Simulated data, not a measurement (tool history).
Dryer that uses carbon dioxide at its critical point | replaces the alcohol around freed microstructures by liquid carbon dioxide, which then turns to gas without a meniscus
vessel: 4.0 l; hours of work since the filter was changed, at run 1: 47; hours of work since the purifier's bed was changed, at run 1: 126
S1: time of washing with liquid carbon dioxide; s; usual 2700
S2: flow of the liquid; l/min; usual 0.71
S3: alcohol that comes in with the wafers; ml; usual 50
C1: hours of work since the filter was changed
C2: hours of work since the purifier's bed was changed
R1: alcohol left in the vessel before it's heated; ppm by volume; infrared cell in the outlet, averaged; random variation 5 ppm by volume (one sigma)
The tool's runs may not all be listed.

{"run": 1, "hour": 0.0, "S1": 2700, "S2": 0.71, "S3": 50, "C1": 47, "C2": 126, "R1": 76}
{"run": 2, "hour": 10.2, "S1": 2700, "S2": 0.71, "S3": 45, "C1": 51, "C2": 129, "R1": 73}
{"run": 3, "hour": 20.3, "S1": 2700, "S2": 0.71, "S3": 50, "C1": 54, "C2": 132, "R1": 75}
{"run": 4, "hour": 34.6, "S1": 2700, "S2": 0.545, "S3": 50, "C1": 58, "C2": 137, "R1": 211}
{"run": 5, "hour": 43.4, "S1": 2700, "S2": 0.545, "S3": 50, "C1": 61, "C2": 140, "R1": 213}
{"run": 6, "hour": 53.3, "S1": 2100, "S2": 0.71, "S3": 50, "C1": 64, "C2": 143, "R1": 184}
{"run": 7, "hour": 67.2, "S1": 2100, "S2": 0.71, "S3": 50, "C1": 69, "C2": 147, "R1": 203}
{"run": 8, "hour": 76.3, "S1": 2100, "S2": 0.71, "S3": 50, "C1": 72, "C2": 150, "R1": 201}
{"run": 9, "hour": 82.5, "S1": 2100, "S2": 0.71, "S3": 50, "C1": 74, "C2": 152, "R1": 202}
{"run": 10, "hour": 92.3, "S1": 2100, "S2": 0.71, "S3": 50, "C1": 77, "C2": 155, "R1": 199}
{"run": 11, "hour": 105.3, "S1": 2700, "S2": 0.71, "S3": 50, "C1": 81, "C2": 160, "R1": 98}
{"run": 12, "hour": 117.7, "S1": 2700, "S2": 0.71, "S3": 50, "C1": 85, "C2": 163, "R1": 96}
{"run": 13, "hour": 128.8, "S1": 2700, "S2": 0.71, "S3": 50, "C1": 89, "C2": 167, "R1": 103}
{"run": 14, "hour": 142.3, "S1": 2700, "S2": 0.71, "S3": 29, "C1": 93, "C2": 171, "R1": 79}
{"run": 15, "hour": 154.6, "S1": 2700, "S2": 0.71, "S3": 29, "C1": 97, "C2": 175, "R1": 86}
{"run": 16, "hour": 164.0, "S1": 2700, "S2": 0.71, "S3": 29, "C1": 100, "C2": 178, "R1": 83}
{"run": 17, "hour": 178.1, "S1": 2700, "S2": 0.71, "S3": 29, "C1": 104, "C2": 183, "R1": 93}
{"run": 18, "hour": 188.5, "S1": 2700, "S2": 0.71, "S3": 29, "C1": 108, "C2": 186, "R1": 93}
{"run": 19, "hour": 196.7, "S1": 2700, "S2": 0.71, "S3": 50, "C1": 110, "C2": 189, "R1": 114}
{"run": 20, "hour": 211.6, "S1": 2700, "S2": 0.71, "S3": 50, "C1": 115, "C2": 193, "R1": 109}
{"run": 21, "hour": 226.5, "S1": 2700, "S2": 0.71, "S3": 50, "C1": 120, "C2": 198, "R1": 115}
{"run": 22, "hour": 239.8, "S1": 2700, "S2": 0.71, "S3": 50, "C1": 124, "C2": 202, "R1": 121}
{"run": 23, "hour": 251.4, "S1": 2700, "S2": 0.71, "S3": 50, "C1": 128, "C2": 206, "R1": 125}
{"run": 24, "hour": 266.0, "S1": 2700, "S2": 0.439, "S3": 50, "C1": 132, "C2": 211, "R1": 565}
{"run": 25, "hour": 272.1, "S1": 2700, "S2": 0.439, "S3": 50, "C1": 134, "C2": 213, "R1": 576}
{"run": 26, "hour": 286.7, "S1": 3060, "S2": 0.73, "S3": 43, "C1": 139, "C2": 217, "R1": 94}
{"run": 27, "hour": 295.5, "S1": 3060, "S2": 0.73, "S3": 43, "C1": 142, "C2": 220, "R1": 90}
{"run": 28, "hour": 301.8, "S1": 3060, "S2": 0.766, "S3": 104, "C1": 144, "C2": 222, "R1": 98}
{"run": 29, "hour": 312.9, "S1": 3060, "S2": 0.766, "S3": 104, "C1": 147, "C2": 226, "R1": 119}
{"run": 30, "hour": 325.2, "S1": 1980, "S2": 0.774, "S3": 104, "C1": 151, "C2": 230, "R1": 441}
{"run": 31, "hour": 335.1, "S1": 1980, "S2": 0.774, "S3": 104, "C1": 155, "C2": 233, "R1": 452}
{"run": 32, "hour": 349.2, "S1": 2340, "S2": 0.774, "S3": 104, "C1": 159, "C2": 237, "R1": 256}
{"run": 33, "hour": 359.4, "S1": 3480, "S2": 0.433, "S3": 36, "C1": 162, "C2": 241, "R1": 245}
{"hour": 371.0, "done": "inlet filter changed"}
{"run": 34, "hour": 371.0, "S1": 2940, "S2": 0.527, "S3": 61, "C1": 0, "C2": 244, "R1": 218}
{"run": 35, "hour": 385.7, "S1": 2520, "S2": 0.859, "S3": 23, "C1": 5, "C2": 249, "R1": 77}
{"run": 36, "hour": 393.1, "S1": 1860, "S2": 1.175, "S3": 50, "C1": 7, "C2": 251, "R1": 92}
{"run": 37, "hour": 399.6, "S1": 2280, "S2": 1.107, "S3": 50, "C1": 9, "C2": 253, "R1": 83}
{"run": 38, "hour": 412.1, "S1": 2280, "S2": 1.107, "S3": 50, "C1": 13, "C2": 257, "R1": 80}
{"run": 39, "hour": 423.2, "S1": 2460, "S2": 1.107, "S3": 38, "C1": 17, "C2": 261, "R1": 86}
{"run": 40, "hour": 432.3, "S1": 4080, "S2": 0.528, "S3": 90, "C1": 20, "C2": 264, "R1": 121}
{"run": 41, "hour": 443.7, "S1": 1740, "S2": 0.443, "S3": 90, "C1": 23, "C2": 267, "R1": 2315}
{"run": 42, "hour": 455.7, "S1": 1920, "S2": 1.128, "S3": 90, "C1": 27, "C2": 271, "R1": 102}
{"run": 43, "hour": 464.4, "S1": 2280, "S2": 0.88, "S3": 50, "C1": 30, "C2": 274, "R1": 119}
{"run": 44, "hour": 471.5, "S1": 2280, "S2": 0.88, "S3": 50, "C1": 32, "C2": 276, "R1": 116}
{"run": 45, "hour": 484.6, "S1": 2280, "S2": 0.88, "S3": 50, "C1": 36, "C2": 280, "R1": 114}
{"run": 46, "hour": 492.8, "S1": 2700, "S2": 0.619, "S3": 115, "C1": 39, "C2": 283, "R1": 283}
{"run": 47, "hour": 503.9, "S1": 2700, "S2": 0.619, "S3": 115, "C1": 42, "C2": 287, "R1": 274}

Hidden state at the last listed run before each entry between runs and at the first one after, where it differs:
Between runs 33 and 34: inlet filter changed (hour 371)
  flow that reaches the vessel past the clogged filter, %: 85.9 -> 99.6; alcohol in the recycled carbon dioxide, ppm: 77.3 -> 78.3
  measured less the result without the state, R1: +150 -> +76 ppm by volume

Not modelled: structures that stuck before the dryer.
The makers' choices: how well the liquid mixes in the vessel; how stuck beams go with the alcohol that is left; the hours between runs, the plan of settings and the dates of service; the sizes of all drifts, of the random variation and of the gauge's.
